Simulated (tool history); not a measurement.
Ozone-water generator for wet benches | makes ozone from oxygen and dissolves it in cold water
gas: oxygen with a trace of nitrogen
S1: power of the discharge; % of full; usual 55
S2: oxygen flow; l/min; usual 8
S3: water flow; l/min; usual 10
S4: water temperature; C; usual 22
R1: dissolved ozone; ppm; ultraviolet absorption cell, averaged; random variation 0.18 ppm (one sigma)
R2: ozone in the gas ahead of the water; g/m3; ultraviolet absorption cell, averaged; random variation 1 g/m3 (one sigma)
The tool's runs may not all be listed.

run	day	S1	S2	S3	S4	R1	R2
1	0	55	8	10	22	24.1	173.7
2	2.408	76	8	10	22	30.5	220.7
3	5.538	76	8	10	22	30.4	221.6
4	7.879	76	8	10	22	30.3	220.5
5	11.2	55	8	10	22	24.6	175.3
6	13.396	55	8	10	22	24.1	174.8
7	16.767	69	8	10	22	28	203.7
8	20.175	55	8	8	22	26.5	174.9
9	23.129	55	8	10	22	23.9	173.7
10	25.671	55	8	10	22	23.6	172.9
11	28.125	55	8	15	22	19.2	172.4
12	30.967	55	8	15	22	19.4	173.8
13	32.938	55	8	10	22	24.2	174
14	36.675	55	8	13	22	20.5	172.7
15	38.267	55	8	13	22	20.6	174.1
16	41.925	55	8	10	22	23.8	172
17	44.079	55	8	10	22	23.7	173.8

Forecast run 18:
18	46.262	55	8	10	22	?	?

{"run 18": {"R1": 23.5, "R2": 173}}
Without the tool's hidden state the same run would have given R1 25.1 ppm, R2 179.7 g/m3.

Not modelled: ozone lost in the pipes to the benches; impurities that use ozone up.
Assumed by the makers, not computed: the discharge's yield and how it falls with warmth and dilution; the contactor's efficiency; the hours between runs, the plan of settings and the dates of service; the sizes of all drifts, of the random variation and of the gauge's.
